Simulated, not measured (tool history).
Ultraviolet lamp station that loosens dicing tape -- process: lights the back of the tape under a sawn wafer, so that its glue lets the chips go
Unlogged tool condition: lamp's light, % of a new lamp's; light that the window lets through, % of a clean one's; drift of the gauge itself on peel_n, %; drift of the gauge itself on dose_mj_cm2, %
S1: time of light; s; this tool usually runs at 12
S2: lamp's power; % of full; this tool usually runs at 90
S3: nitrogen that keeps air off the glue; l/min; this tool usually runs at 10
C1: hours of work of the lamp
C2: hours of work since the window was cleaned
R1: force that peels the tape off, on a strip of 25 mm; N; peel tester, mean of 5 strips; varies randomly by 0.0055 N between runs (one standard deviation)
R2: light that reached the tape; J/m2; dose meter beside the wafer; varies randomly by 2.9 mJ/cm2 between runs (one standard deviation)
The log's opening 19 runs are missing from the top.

run    hour  S1  S2  S3   C1   C2     R1    R2
 20   946.8  18  90  10  578  538  0.112  4650
 21     987  18  90  10  597  556  0.106  4620
 22  1040.2  16  95   8  621  580  0.144  4230
 23  1097.2  16  95   8  647  606  0.156  4180
 24  1130.1  18  96   8  662  621  0.119  4630
 25  1161.1  17  83   8  676  635  0.171  3780
 26  1194.1  12  75  10  691  650  0.375  2410
     1209.2  -- window cleaned of glue's vapour
 27  1232.3  12  78  13  708   10  0.186  2940
 28  1283.7   7  74   9  731   34   0.83  1570
 29  1330.8   7  74   9  753   55  0.851  1560
 30  1395.5   7  74   9  782   85  0.884  1530
 31  1447.8  21  94  14  806  109  0.092  5850
 32  1503.8   8  90  10  832  134  0.477  2130
 33  1537.4   8  78  12  847  149  0.562  1810
 34  1585.4   8  63   8  869  171  1.077  1440
 35  1655.7   8  63   8  901  203  1.074  1410
 36  1719.9  15  67  10  930  232  0.275  2800
 37  1778.2  23  67  13  956  259   0.11  4130

Consider 5 possible next runs. They are alternatives, not a sequence: every one starts from the tool as it was left by run 37. What does each give?
     1782.1  -- lamp changed
  A  1808.6   6  82   6  12  272   ?   ?
     1782.1  -- lamp changed
  B  1808.6  11  74  10  12  272   ?   ?
     1782.1  -- lamp changed
  C  1808.6  16  71   5  12  272   ?   ?
     1782.1  -- lamp changed
  D  1808.6  23  73  13  12  272   ?   ?
     1782.1  -- lamp changed
  E  1808.6  23  78   3  12  272   ?   ?

run     R1    R2
  A  0.921  1810
  B  0.226  2960
  C  0.209  4200
  D  0.091  6180
  E  0.132  6630
With the hidden condition removed and each run's random variation left untouched, the same runs would have given:
run     R1    R2
  A  0.802  1980
  B  0.189  3230
  C  0.174  4580
  D   0.09  6750
  E  0.115  7240

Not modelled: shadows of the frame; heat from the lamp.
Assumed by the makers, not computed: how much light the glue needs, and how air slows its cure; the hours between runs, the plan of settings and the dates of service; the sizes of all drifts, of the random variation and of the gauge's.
